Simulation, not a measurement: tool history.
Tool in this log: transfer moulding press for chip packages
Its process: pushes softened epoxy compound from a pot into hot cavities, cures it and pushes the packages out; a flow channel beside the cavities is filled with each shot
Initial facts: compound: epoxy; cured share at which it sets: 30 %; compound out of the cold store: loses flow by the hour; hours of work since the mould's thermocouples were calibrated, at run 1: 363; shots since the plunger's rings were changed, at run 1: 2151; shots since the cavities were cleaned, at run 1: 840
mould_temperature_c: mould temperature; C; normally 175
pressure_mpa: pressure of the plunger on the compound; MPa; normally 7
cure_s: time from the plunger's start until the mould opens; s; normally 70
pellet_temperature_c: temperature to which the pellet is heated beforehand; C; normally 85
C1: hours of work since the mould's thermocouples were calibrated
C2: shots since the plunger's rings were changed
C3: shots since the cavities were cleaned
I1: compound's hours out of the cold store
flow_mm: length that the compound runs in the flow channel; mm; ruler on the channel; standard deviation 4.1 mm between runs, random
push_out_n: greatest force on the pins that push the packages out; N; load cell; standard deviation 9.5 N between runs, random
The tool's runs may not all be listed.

Run 1, hour 0: usual settings; C1 363; C2 2151; C3 840; I1 31.6. Result: flow_mm 842 mm, push_out_n 718 N.
Run 2, hour 9.2: usual settings but pellet_temperature_c 81 C; C1 368; C2 2311; C3 1000; I1 13.4. Result: flow_mm 895 mm, push_out_n 823 N.
At hour 14.4: cavities cleaned with cleaning compound and waxed.
Run 3, hour 18.1: usual settings but pellet_temperature_c 81 C; C1 373; C2 2439; C3 64; I1 11.7. Result: flow_mm 909 mm, push_out_n 490 N.
Run 4, hour 24.6: usual settings but pellet_temperature_c 89 C; C1 377; C2 2552; C3 177; I1 23.3. Result: flow_mm 848 mm, push_out_n 500 N.
Run 5, hour 38.1: usual settings but pellet_temperature_c 89 C; C1 386; C2 2787; C3 412; I1 35.5. Result: flow_mm 819 mm, push_out_n 599 N.
Run 6, hour 48: usual settings but pellet_temperature_c 89 C; C1 392; C2 2960; C3 585; I1 47.1. Result: flow_mm 786 mm, push_out_n 627 N.
Run 7, hour 56.6: usual settings but pellet_temperature_c 89 C; C1 398; C2 3108; C3 733; I1 32.8. Result: flow_mm 822 mm, push_out_n 670 N.
Run 8, hour 63.8: usual settings but cure_s 59 s, pellet_temperature_c 89 C; C1 402; C2 3233; C3 858; I1 30.2. Result: flow_mm 823 mm, push_out_n 1171 N.
Run 9, hour 71.5: usual settings but cure_s 59 s, pellet_temperature_c 89 C; C1 407; C2 3367; C3 992; I1 16.8. Result: flow_mm 868 mm, push_out_n 1177 N.
At hour 76.7: cavities cleaned with cleaning compound and waxed.
Run 10, hour 85: usual settings but pressure_mpa 6.51 MPa; C1 415; C2 3575; C3 143; I1 37.5. Result: flow_mm 768 mm, push_out_n 485 N.
Run 11, hour 93: usual settings but pellet_temperature_c 94 C; C1 420; C2 3714; C3 282; I1 11.1. Result: flow_mm 879 mm, push_out_n 576 N.
Run 12, hour 100.4: usual settings but pressure_mpa 7.29 MPa, pellet_temperature_c 94 C; C1 425; C2 3842; C3 410; I1 39.4. Result: flow_mm 806 mm, push_out_n 573 N.
Run 13, hour 115.9: usual settings but cure_s 109 s, pellet_temperature_c 77 C; C1 435; C2 4113; C3 681; I1 32.9. Result: flow_mm 811 mm, push_out_n 419 N.
Run 14, hour 123.8: usual settings but pressure_mpa 6.45 MPa, pellet_temperature_c 81 C; C1 440; C2 4249; C3 817; I1 37.9. Result: flow_mm 757 mm, push_out_n 697 N.
At hour 139.1: cavities cleaned with cleaning compound and waxed.
Run 15, hour 140.9: usual settings but pressure_mpa 6.45 MPa, pellet_temperature_c 81 C; C1 450; C2 4520; C3 30; I1 30.2. Result: flow_mm 782 mm, push_out_n 431 N.
Run 16, hour 154.4: usual settings but pressure_mpa 6.45 MPa, pellet_temperature_c 81 C; C1 458; C2 4755; C3 265; I1 21. Result: flow_mm 796 mm, push_out_n 573 N.
Run 17, hour 169.8: usual settings but pressure_mpa 6.5 MPa; C1 468; C2 5022; C3 532; I1 38. Result: flow_mm 745 mm, push_out_n 639 N.
Run 18, hour 183.1: usual settings but mould_temperature_c 177 C, cure_s 65 s; C1 477; C2 5254; C3 764; I1 37.4. Result: flow_mm 773 mm, push_out_n 694 N.
Run 19, hour 191.3: usual settings but mould_temperature_c 177 C, pressure_mpa 6.43 MPa, cure_s 65 s; C1 482; C2 5395; C3 905; I1 10. Result: flow_mm 810 mm, push_out_n 819 N.
At hour 201.4: cavities cleaned with cleaning compound and waxed.
Run 20, hour 205.7: usual settings but mould_temperature_c 177 C, pressure_mpa 6.43 MPa, cure_s 65 s; C1 490; C2 5621; C3 77; I1 41.5. Result: flow_mm 716 mm, push_out_n 439 N.

5 options for the next run, each taken on its own from the tool as it stands now. Forecast them:
Run A, hour 220.9: usual settings but mould_temperature_c 167 C, pressure_mpa 6.43 MPa, cure_s 65 s; C1 500; C2 5885; C3 341; I1 35.9. Result: flow_mm ?, push_out_n ?.
Run B, hour 220.9: usual settings but pellet_temperature_c 92 C; C1 500; C2 5885; C3 341; I1 8.1. Result: flow_mm ?, push_out_n ?.
Run C, hour 220.9: usual settings but mould_temperature_c 177 C, pressure_mpa 7.3 MPa, cure_s 65 s; C1 500; C2 5885; C3 341; I1 13.2. Result: flow_mm ?, push_out_n ?.
Run D, hour 220.9: usual settings but mould_temperature_c 177 C, pressure_mpa 6.43 MPa, cure_s 65 s, pellet_temperature_c 95 C; C1 500; C2 5885; C3 341; I1 40.2. Result: flow_mm ?, push_out_n ?.
Run E, hour 220.9: usual settings but mould_temperature_c 170 C, pellet_temperature_c 82 C; C1 500; C2 5885; C3 341; I1 39.7. Result: flow_mm ?, push_out_n ?.

run  flow_mm  push_out_n
  A      758        1184
  B      851         599
  C      850         640
  D      720         567
  E      780         834
Had the tool no hidden state, the same runs would have come out as:
run  flow_mm  push_out_n
  A      853         847
  B      957         436
  C      956         465
  D      809         410
  E      877         604
